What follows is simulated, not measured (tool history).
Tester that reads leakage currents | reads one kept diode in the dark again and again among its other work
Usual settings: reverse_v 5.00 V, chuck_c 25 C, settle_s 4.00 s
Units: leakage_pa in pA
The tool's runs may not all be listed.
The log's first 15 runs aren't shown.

run    hour  reverse_v  chuck_c  settle_s  hours of work since the probe card was cleaned  hours of work since the tester was calibrated  hours of work since the chuck was calibrated  leakage_pa
 16   394.4       5.00       25      1.38                                             989                                           1443                                          2146       41.18
 17   425.0       5.00       25      1.38                                            1005                                           1459                                          2162       41.18
      450.5  -- chuck's temperature calibrated
 18   450.5       5.00       25      1.38                                            1018                                           1471                                             0       45.56
 19   486.5       5.00       25      1.38                                            1036                                           1490                                            19       45.40
 20   510.7       5.00       57      4.00                                            1049                                           1502                                            31      375.87
 21   527.6       5.00       57      4.00                                            1058                                           1511                                            40      377.58
 22   557.9       1.27       56      3.21                                            1073                                           1527                                            56      179.95
 23   594.7       1.32       20      3.89                                            1092                                           1546                                            75       15.46
 24   629.3       2.37       30      4.00                                            1110                                           1564                                            93       43.12
 25   665.7       7.33       25      7.69                                            1129                                           1583                                           112       54.50
 26   699.6       7.33       35      0.72                                            1147                                           1600                                           129      112.19
 27   716.0       1.85       38      7.45                                            1155                                           1609                                           138       66.69
 28   740.4      17.47       37      0.79                                            1168                                           1622                                           150      202.08
 29   775.1      17.47       37      0.79                                            1186                                           1640                                           168      201.65
 30   809.4       2.92       25      0.66                                            1204                                           1657                                           186       34.93
 31   833.6       2.92       25      0.66                                            1216                                           1670                                           199       34.99
 32   868.4       7.03       30      1.94                                            1234                                           1688                                           217       76.81
 33   890.6      12.27       56      8.88                                            1246                                           1700                                           228      549.94
 34   928.0      12.27       56      8.88                                            1265                                           1719                                           248      547.85
 35   947.4      12.27       56      8.88                                            1275                                           1729                                           258      551.74
 36   973.0       5.00       55      1.91                                            1289                                           1742                                           271      332.63
 37   991.5       3.76       38      4.00                                            1298                                           1752                                           281       94.47
 38  1023.3       6.65       55      6.42                                            1315                                           1768                                           297      381.53
 39  1060.4       3.39       40      1.71                                            1334                                           1788                                           317      103.17

5 ways to go on from here, each from the tool as it stands after run 39. What would each give?
  A  1082.8       3.50       46      0.81                                            1346                                           1799                                           328           ?
  B  1082.8       2.09       31      2.75                                            1346                                           1799                                           328           ?
  C  1082.8      16.33       47      0.79                                            1346                                           1799                                           328           ?
  D  1082.8       5.00       25      0.75                                            1346                                           1799                                           328           ?
  E  1082.8       5.00       45      4.00                                            1346                                           1799                                           328           ?

run  leakage_pa
  A      157.16
  B       43.55
  C      367.17
  D       46.99
  E      174.67
Without the tool's hidden state the same runs would have given:
run  leakage_pa
  A      152.74
  B       41.30
  C      349.14
  D       42.01
  E      168.73
